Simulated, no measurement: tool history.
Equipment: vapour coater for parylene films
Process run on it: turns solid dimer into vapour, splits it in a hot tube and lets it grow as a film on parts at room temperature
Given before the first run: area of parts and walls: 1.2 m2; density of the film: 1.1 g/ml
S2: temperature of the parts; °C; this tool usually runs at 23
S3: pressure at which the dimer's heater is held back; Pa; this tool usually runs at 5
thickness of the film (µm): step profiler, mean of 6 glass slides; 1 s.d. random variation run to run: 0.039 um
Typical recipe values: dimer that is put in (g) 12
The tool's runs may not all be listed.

{"run": 1, "hour": 0.0, "dimer that is put in (g)": 12, "S2": 23, "S3": 5, "thickness of the film (µm)": 4.06}
{"run": 2, "hour": 47.1, "dimer that is put in (g)": 12, "S2": 23, "S3": 3.11, "thickness of the film (µm)": 4.5}
{"run": 3, "hour": 70.7, "dimer that is put in (g)": 12, "S2": 23, "S3": 3.11, "thickness of the film (µm)": 4.54}
{"run": 4, "hour": 117.0, "dimer that is put in (g)": 12, "S2": 23, "S3": 8.13, "thickness of the film (µm)": 3.58}
{"run": 5, "hour": 146.5, "dimer that is put in (g)": 9, "S2": 23, "S3": 5, "thickness of the film (µm)": 3.01}
{"run": 6, "hour": 186.7, "dimer that is put in (g)": 9, "S2": 23, "S3": 5, "thickness of the film (µm)": 2.98}
{"run": 7, "hour": 239.4, "dimer that is put in (g)": 12, "S2": 23, "S3": 5, "thickness of the film (µm)": 3.89}
{"run": 8, "hour": 274.4, "dimer that is put in (g)": 6, "S2": 23, "S3": 5, "thickness of the film (µm)": 1.95}
{"run": 9, "hour": 323.3, "dimer that is put in (g)": 12, "S2": 34, "S3": 5, "thickness of the film (µm)": 2.85}
{"run": 10, "hour": 357.1, "dimer that is put in (g)": 12, "S2": 34, "S3": 5, "thickness of the film (µm)": 2.86}
{"hour": 364.8, "done": "trap's valve overhauled"}
{"run": 11, "hour": 399.0, "dimer that is put in (g)": 12, "S2": 34, "S3": 5, "thickness of the film (µm)": 2.77}
{"run": 12, "hour": 439.5, "dimer that is put in (g)": 12, "S2": 34, "S3": 5, "thickness of the film (µm)": 2.75}
{"run": 13, "hour": 495.4, "dimer that is put in (g)": 9, "S2": 23, "S3": 5, "thickness of the film (µm)": 2.83}
{"run": 14, "hour": 549.9, "dimer that is put in (g)": 9, "S2": 23, "S3": 5, "thickness of the film (µm)": 2.76}
{"run": 15, "hour": 574.4, "dimer that is put in (g)": 13, "S2": 17, "S3": 4.14, "thickness of the film (µm)": 4.93}
{"run": 16, "hour": 597.6, "dimer that is put in (g)": 13, "S2": 17, "S3": 4.14, "thickness of the film (µm)": 4.93}
{"hour": 618.3, "done": "trap's valve overhauled, once more"}
{"run": 17, "hour": 653.4, "dimer that is put in (g)": 10, "S2": 16, "S3": 2.5, "thickness of the film (µm)": 4.85}
{"run": 18, "hour": 679.3, "dimer that is put in (g)": 20, "S2": 25, "S3": 2.36, "thickness of the film (µm)": 7.51}
{"run": 19, "hour": 707.5, "dimer that is put in (g)": 10, "S2": 25, "S3": 2.36, "thickness of the film (µm)": 3.74}
{"run": 20, "hour": 745.6, "dimer that is put in (g)": 10, "S2": 25, "S3": 2.36, "thickness of the film (µm)": 3.72}
{"hour": 762.8, "done": "table's thermometer calibrated"}
{"run": 21, "hour": 793.5, "dimer that is put in (g)": 10, "S2": 25, "S3": 2.36, "thickness of the film (µm)": 3.79}
{"run": 22, "hour": 824.9, "dimer that is put in (g)": 10, "S2": 25, "S3": 2.36, "thickness of the film (µm)": 3.76}
{"run": 23, "hour": 855.5, "dimer that is put in (g)": 14, "S2": 18, "S3": 3.78, "thickness of the film (µm)": 5.69}
{"run": 24, "hour": 896.2, "dimer that is put in (g)": 12, "S2": 34, "S3": 2.36, "thickness of the film (µm)": 3.43}
{"run": 25, "hour": 923.8, "dimer that is put in (g)": 12, "S2": 28, "S3": 5, "thickness of the film (µm)": 3.38}
{"run": 26, "hour": 970.9, "dimer that is put in (g)": 12, "S2": 28, "S3": 5, "thickness of the film (µm)": 3.36}
{"run": 27, "hour": 1008.3, "dimer that is put in (g)": 9, "S2": 19, "S3": 11.89, "thickness of the film (µm)": 2.77}
{"run": 28, "hour": 1032.4, "dimer that is put in (g)": 9, "S2": 19, "S3": 11.89, "thickness of the film (µm)": 2.7}

Predict each of these 3 candidate next runs independently; none follows another, all start after run 28:
{"run": "A", "hour": 1063.7, "dimer that is put in (g)": 9, "S2": 22, "S3": 11.89, "thickness of the film (µm)": "?"}
{"run": "B", "hour": 1063.7, "dimer that is put in (g)": 7, "S2": 25, "S3": 4.44, "thickness of the film (µm)": "?"}
{"run": "C", "hour": 1063.7, "dimer that is put in (g)": 6, "S2": 21, "S3": 11.96, "thickness of the film (µm)": "?"}

run=A thickness_of_the_film_(µm)=2.45
run=B thickness_of_the_film_(µm)=2.18
run=C thickness_of_the_film_(µm)=1.66
Take away the tool's hidden state, keep each run's random variation, and the runs would have read:
run=A thickness_of_the_film_(µm)=2.63
run=B thickness_of_the_film_(µm)=2.34
run=C thickness_of_the_film_(µm)=1.78
